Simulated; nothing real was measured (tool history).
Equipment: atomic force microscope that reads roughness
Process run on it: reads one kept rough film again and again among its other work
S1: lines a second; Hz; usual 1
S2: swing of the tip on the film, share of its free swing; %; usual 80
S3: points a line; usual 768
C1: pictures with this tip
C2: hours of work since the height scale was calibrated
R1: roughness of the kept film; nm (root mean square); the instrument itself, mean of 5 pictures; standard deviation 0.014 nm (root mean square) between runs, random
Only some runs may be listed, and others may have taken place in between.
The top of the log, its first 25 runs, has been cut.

Run 26, hour 1150.3: usual settings but S1 0.7 Hz, S3 309; C1 170; C2 87. Result: R1 2.655 nm (root mean square).
At hour 1182.3: new tip fitted.
Run 27, hour 1203.8: usual settings but S1 0.95 Hz, S2 63 %, S3 309; C1 30; C2 110. Result: R1 3.314 nm (root mean square).
At hour 1250.9: height scale calibrated on a step standard, once more.
Run 28, hour 1268.3: usual settings but S1 0.98 Hz, S2 82 %, S3 800; C1 119; C2 8. Result: R1 2.838 nm (root mean square).
Run 29, hour 1312.5: usual settings but S1 0.9 Hz, S2 88 %, S3 282; C1 182; C2 27. Result: R1 2.564 nm (root mean square).
At hour 1337.3: new tip fitted.
Run 30, hour 1360.8: usual settings but S1 1.13 Hz, S2 77 %, S3 376; C1 33; C2 48. Result: R1 3.199 nm (root mean square).
Run 31, hour 1393.1: usual settings but S1 2.42 Hz, S2 77 %, S3 809; C1 79; C2 63. Result: R1 2.839 nm (root mean square).
Run 32, hour 1442.9: usual settings but S1 0.61 Hz, S2 89 %; C1 149; C2 85. Result: R1 2.769 nm (root mean square).
At hour 1490.4: new tip fitted.
Run 33, hour 1493.2: usual settings but S1 0.58 Hz, S2 65 %, S3 369; C1 4; C2 107. Result: R1 3.51 nm (root mean square).

5 options for the next run, each taken on its own from the tool as it stands now. Forecast them:
Run A, hour 1543.5: usual settings but S1 0.99 Hz, S2 64 %; C1 75; C2 129. Result: R1 ?.
Run B, hour 1543.5: usual settings but S1 1.5 Hz; C1 75; C2 129. Result: R1 ?.
Run C, hour 1543.5: usual settings but S1 3.3 Hz, S2 71 %, S3 410; C1 75; C2 129. Result: R1 ?.
Run D, hour 1543.5: usual settings but S1 0.58 Hz, S2 82 %, S3 369; C1 75; C2 129. Result: R1 ?.
Run E, hour 1543.5: usual settings but S1 0.58 Hz, S2 65 %, S3 466; C1 75; C2 129. Result: R1 ?.

run     R1
  A  3.164
  B  2.931
  C  2.875
  D  3.095
  E  3.184
What these runs would have given with no unlogged condition in the tool:
run     R1
  A   3.56
  B  3.299
  C  3.235
  D  3.483
  E  3.583
